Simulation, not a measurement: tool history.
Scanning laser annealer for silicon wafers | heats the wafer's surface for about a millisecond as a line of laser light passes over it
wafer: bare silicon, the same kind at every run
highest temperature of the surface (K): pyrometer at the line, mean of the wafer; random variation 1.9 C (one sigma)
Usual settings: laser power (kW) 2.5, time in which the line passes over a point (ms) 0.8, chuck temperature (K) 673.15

run     day  laser power (kW)  time in which the line passes over a point (ms)  chuck temperature (K)  highest temperature of the surface (K)
  1       0               2.5                                              0.8                 673.15                                 1399.15
  2   1.188               2.5                                            0.982                 673.15                                 1472.15
  3   1.738               2.5                                            0.982                 673.15                                 1468.15
  4   2.783               2.5                                            0.982                 673.15                                 1470.15
  5   3.779               2.5                                            0.982                 673.15                                 1474.15
  6   4.783               2.5                                            0.982                 673.15                                 1472.15
  7   6.067               2.5                                            0.982                 673.15                                 1469.15
  8   7.221               2.5                                            0.982                 673.15                                 1466.15
      8.104  -- window over the wafer cleaned
  9   8.208               2.5                                            0.982                 673.15                                 1493.15
 10     8.9               2.5                                            0.982                 673.15                                 1489.15
 11  10.192               2.5                                            0.982                 673.15                                 1491.15
 12  11.104               2.5                                            0.982                 673.15                                 1488.15
 13   12.25               2.5                                            0.982                 673.15                                 1487.15
 14    13.4               2.5                                            0.982                 673.15                                 1489.15
 15  14.138               2.5                                              0.8                 673.15                                 1408.15
 16  15.092               2.5                                              0.8                 673.15                                 1408.15
 17  16.088               2.5                                            0.732                 673.15                                 1375.15
 18  16.988               2.5                                            0.833                 673.15                                 1421.15
 19  18.008             2.439                                              0.8                 673.15                                 1383.15
 20  18.658             2.439                                              0.8                 673.15                                 1381.15
 21  19.754             2.635                                            0.884                 691.15                                 1515.15
 22  20.429             2.635                                            0.884                 691.15                                 1515.15
 23  21.721             2.591                                            0.905                 652.15                                 1462.15
 24  23.058             2.591                                            0.905                 652.15                                 1465.15
 25  24.167             2.247                                            0.711                 641.15                                 1239.15
 26  24.754             2.356                                            0.565                 664.15                                 1235.15
 27  25.558             2.171                                            0.696                 671.15                                 1239.15
 28  26.558             2.171                                            0.859                 697.15                                 1322.15

Forecast run 29:
 29  27.604             2.171                                            0.859                 697.15                                       ?

highest temperature of the surface (K): 1323.15
Without the tool's hidden state the same run would have given highest temperature of the surface (K) 1350.15.
